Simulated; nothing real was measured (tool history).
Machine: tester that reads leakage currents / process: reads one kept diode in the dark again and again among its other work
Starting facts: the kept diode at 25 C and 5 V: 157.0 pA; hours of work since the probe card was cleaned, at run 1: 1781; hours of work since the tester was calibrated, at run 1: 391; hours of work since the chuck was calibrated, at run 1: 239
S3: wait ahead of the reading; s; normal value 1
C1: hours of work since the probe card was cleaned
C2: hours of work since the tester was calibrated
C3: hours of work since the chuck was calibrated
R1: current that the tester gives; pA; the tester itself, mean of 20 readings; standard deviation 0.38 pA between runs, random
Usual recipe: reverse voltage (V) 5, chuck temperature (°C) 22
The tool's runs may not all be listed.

{"run": 1, "hour": 0.0, "reverse voltage (V)": 5, "chuck temperature (°C)": 22, "S3": 1, "C1": 1781, "C2": 391, "C3": 239, "R1": 125.69}
{"run": 2, "hour": 95.6, "reverse voltage (V)": 5, "chuck temperature (°C)": 22, "S3": 1, "C1": 1848, "C2": 458, "C3": 306, "R1": 125.96}
{"run": 3, "hour": 177.0, "reverse voltage (V)": 5, "chuck temperature (°C)": 22, "S3": 1, "C1": 1905, "C2": 515, "C3": 363, "R1": 126.32}
{"run": 4, "hour": 246.4, "reverse voltage (V)": 5, "chuck temperature (°C)": 22, "S3": 1, "C1": 1954, "C2": 564, "C3": 412, "R1": 125.41}
{"run": 5, "hour": 364.4, "reverse voltage (V)": 5, "chuck temperature (°C)": 22, "S3": 1, "C1": 2036, "C2": 646, "C3": 494, "R1": 125.87}
{"run": 6, "hour": 429.2, "reverse voltage (V)": 5, "chuck temperature (°C)": 22, "S3": 1, "C1": 2082, "C2": 692, "C3": 540, "R1": 125.55}
{"run": 7, "hour": 505.8, "reverse voltage (V)": 5, "chuck temperature (°C)": 22, "S3": 1, "C1": 2135, "C2": 745, "C3": 593, "R1": 125.58}
{"run": 8, "hour": 598.3, "reverse voltage (V)": 5, "chuck temperature (°C)": 22, "S3": 1, "C1": 2200, "C2": 810, "C3": 658, "R1": 125.74}
{"run": 9, "hour": 661.4, "reverse voltage (V)": 5, "chuck temperature (°C)": 22, "S3": 1, "C1": 2244, "C2": 854, "C3": 702, "R1": 125.84}
{"run": 10, "hour": 778.0, "reverse voltage (V)": 5, "chuck temperature (°C)": 22, "S3": 1, "C1": 2326, "C2": 936, "C3": 784, "R1": 126.64}
{"run": 11, "hour": 889.1, "reverse voltage (V)": 1.52, "chuck temperature (°C)": 22, "S3": 1, "C1": 2404, "C2": 1014, "C3": 862, "R1": 75.42}
{"run": 12, "hour": 991.6, "reverse voltage (V)": 1.52, "chuck temperature (°C)": 26, "S3": 1, "C1": 2476, "C2": 1085, "C3": 934, "R1": 102.46}
{"run": 13, "hour": 1090.8, "reverse voltage (V)": 1.52, "chuck temperature (°C)": 26, "S3": 1, "C1": 2545, "C2": 1155, "C3": 1003, "R1": 101.99}
{"run": 14, "hour": 1143.8, "reverse voltage (V)": 5, "chuck temperature (°C)": 23, "S3": 1, "C1": 2582, "C2": 1192, "C3": 1040, "R1": 135.63}
{"run": 15, "hour": 1256.4, "reverse voltage (V)": 5, "chuck temperature (°C)": 45, "S3": 1, "C1": 2661, "C2": 1271, "C3": 1119, "R1": 637.66}
{"run": 16, "hour": 1313.3, "reverse voltage (V)": 5, "chuck temperature (°C)": 22, "S3": 1, "C1": 2701, "C2": 1311, "C3": 1159, "R1": 126.37}
{"run": 17, "hour": 1369.5, "reverse voltage (V)": 5, "chuck temperature (°C)": 22, "S3": 1, "C1": 2740, "C2": 1350, "C3": 1198, "R1": 125.66}
{"run": 18, "hour": 1461.0, "reverse voltage (V)": 5, "chuck temperature (°C)": 22, "S3": 1, "C1": 2804, "C2": 1414, "C3": 1262, "R1": 125.23}
{"run": 19, "hour": 1571.7, "reverse voltage (V)": 5, "chuck temperature (°C)": 22, "S3": 1, "C1": 2882, "C2": 1491, "C3": 1340, "R1": 125.43}
{"run": 20, "hour": 1643.9, "reverse voltage (V)": 9.99, "chuck temperature (°C)": 22, "S3": 1, "C1": 2932, "C2": 1542, "C3": 1390, "R1": 168.74}
{"run": 21, "hour": 1738.5, "reverse voltage (V)": 9.99, "chuck temperature (°C)": 22, "S3": 1, "C1": 2998, "C2": 1608, "C3": 1456, "R1": 169.59}
{"run": 22, "hour": 1811.4, "reverse voltage (V)": 9.99, "chuck temperature (°C)": 22, "S3": 1, "C1": 3049, "C2": 1659, "C3": 1507, "R1": 169.27}
{"run": 23, "hour": 1926.8, "reverse voltage (V)": 9.99, "chuck temperature (°C)": 22, "S3": 1, "C1": 3130, "C2": 1740, "C3": 1588, "R1": 168.68}
{"run": 24, "hour": 2036.5, "reverse voltage (V)": 9.99, "chuck temperature (°C)": 22, "S3": 1, "C1": 3207, "C2": 1817, "C3": 1665, "R1": 168.67}
{"run": 25, "hour": 2104.3, "reverse voltage (V)": 9.98, "chuck temperature (°C)": 22, "S3": 5.88, "C1": 3254, "C2": 1864, "C3": 1712, "R1": 169.19}
{"run": 26, "hour": 2214.6, "reverse voltage (V)": 1.39, "chuck temperature (°C)": 27, "S3": 1.95, "C1": 3332, "C2": 1941, "C3": 1790, "R1": 105.57}
{"run": 27, "hour": 2322.7, "reverse voltage (V)": 3.31, "chuck temperature (°C)": 22, "S3": 2.83, "C1": 3407, "C2": 2017, "C3": 1865, "R1": 105.3}
{"run": 28, "hour": 2426.0, "reverse voltage (V)": 3.31, "chuck temperature (°C)": 22, "S3": 2.83, "C1": 3480, "C2": 2089, "C3": 1938, "R1": 105.38}
{"run": 29, "hour": 2478.0, "reverse voltage (V)": 6.36, "chuck temperature (°C)": 25, "S3": 6.88, "C1": 3516, "C2": 2126, "C3": 1974, "R1": 173.52}
{"hour": 2505.7, "done": "probe card cleaned and baked"}
{"run": 30, "hour": 2552.8, "reverse voltage (V)": 3.75, "chuck temperature (°C)": 48, "S3": 2.92, "C1": 33, "C2": 2176, "C3": 2024, "R1": 685.23}
{"run": 31, "hour": 2603.3, "reverse voltage (V)": 3.75, "chuck temperature (°C)": 48, "S3": 2.92, "C1": 68, "C2": 2212, "C3": 2060, "R1": 687.67}
{"run": 32, "hour": 2657.4, "reverse voltage (V)": 1.59, "chuck temperature (°C)": 47, "S3": 1, "C1": 106, "C2": 2249, "C3": 2098, "R1": 444.32}
{"run": 33, "hour": 2714.9, "reverse voltage (V)": 13.91, "chuck temperature (°C)": 32, "S3": 3.05, "C1": 146, "C2": 2290, "C3": 2138, "R1": 405.9}
{"run": 34, "hour": 2837.2, "reverse voltage (V)": 5.82, "chuck temperature (°C)": 32, "S3": 1.27, "C1": 232, "C2": 2375, "C3": 2223, "R1": 279.72}
{"run": 35, "hour": 2904.7, "reverse voltage (V)": 5.82, "chuck temperature (°C)": 32, "S3": 1.27, "C1": 279, "C2": 2422, "C3": 2271, "R1": 278.21}
{"run": 36, "hour": 3007.7, "reverse voltage (V)": 5.82, "chuck temperature (°C)": 32, "S3": 1.27, "C1": 351, "C2": 2495, "C3": 2343, "R1": 279.36}
{"run": 37, "hour": 3124.4, "reverse voltage (V)": 5.82, "chuck temperature (°C)": 32, "S3": 1.27, "C1": 433, "C2": 2576, "C3": 2424, "R1": 278.47}
{"hour": 3188.9, "done": "chuck's temperature calibrated"}
{"run": 38, "hour": 3247.0, "reverse voltage (V)": 5, "chuck temperature (°C)": 42, "S3": 5, "C1": 517, "C2": 2661, "C3": 41, "R1": 522}
{"run": 39, "hour": 3315.8, "reverse voltage (V)": 5, "chuck temperature (°C)": 42, "S3": 5, "C1": 566, "C2": 2709, "C3": 89, "R1": 521.69}
{"run": 40, "hour": 3378.8, "reverse voltage (V)": 5, "chuck temperature (°C)": 22, "S3": 0.88, "C1": 610, "C2": 2753, "C3": 133, "R1": 125.71}

Forecast each of these 3 alternatives for the next run:
{"run": "A", "hour": 3461.9, "reverse voltage (V)": 1.47, "chuck temperature (°C)": 42, "S3": 1, "C1": 668, "C2": 2811, "C3": 191, "R1": "?"}
{"run": "B", "hour": 3461.9, "reverse voltage (V)": 13.5, "chuck temperature (°C)": 28, "S3": 1, "C1": 668, "C2": 2811, "C3": 191, "R1": "?"}
{"run": "C", "hour": 3461.9, "reverse voltage (V)": 5, "chuck temperature (°C)": 32, "S3": 0.78, "C1": 668, "C2": 2811, "C3": 191, "R1": "?"}

run=A R1=309.8
run=B R1=301.03
run=C R1=263.25
Without the tool's hidden state the same runs would have given:
run=A R1=309.8
run=B R1=300.97
run=C R1=263.22
